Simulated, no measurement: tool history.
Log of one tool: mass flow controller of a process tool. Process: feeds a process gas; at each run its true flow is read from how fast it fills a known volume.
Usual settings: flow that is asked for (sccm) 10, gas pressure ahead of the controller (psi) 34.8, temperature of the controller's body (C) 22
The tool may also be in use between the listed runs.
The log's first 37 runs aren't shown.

| run | hour | flow that is asked for (sccm) | gas pressure ahead of the controller (psi) | temperature of the controller's body (C) | true flow (%) |
|---|---|---|---|---|---|
| 38 | 2234.4 | 8 | 21.6 | 28 | 99.02 |
| 39 | 2287.9 | 10 | 32.3 | 26 | 99.41 |
| 40 | 2352.8 | 10 | 32.3 | 26 | 99.57 |
| 41 | 2392.6 | 3 | 34.8 | 40 | 100.02 |
| 42 | 2447.3 | 10 | 33.4 | 22 | 99.40 |
| 43 | 2484.2 | 7 | 39.9 | 28 | 99.59 |
| 44 | 2520.7 | 8 | 37.6 | 25 | 99.55 |
| 45 | 2564.2 | 10 | 34.8 | 33 | 100.58 |
| 46 | 2608.6 | 12 | 23.2 | 29 | 100.30 |
| 47 | 2649.2 | 6 | 24.1 | 30 | 99.68 |
| 48 | 2699.5 | 6 | 24.1 | 30 | 99.78 |

Forecast each of these 4 alternatives for the next run:
| A | 2757.0 | 3 | 27.6 | 30 | ? |
| B | 2757.0 | 7 | 25.2 | 40 | ? |
| C | 2757.0 | 2 | 27.3 | 20 | ? |
| D | 2757.0 | 6 | 20.7 | 26 | ? |

| run | true flow (%) |
|---|---|
| A | 99.76 |
| B | 100.99 |
| C | 98.32 |
| D | 99.54 |
Without the tool's hidden state the same runs would have given:
| run | true flow (%) |
|---|---|
| A | 98.33 |
| B | 99.54 |
| C | 96.92 |
| D | 98.11 |
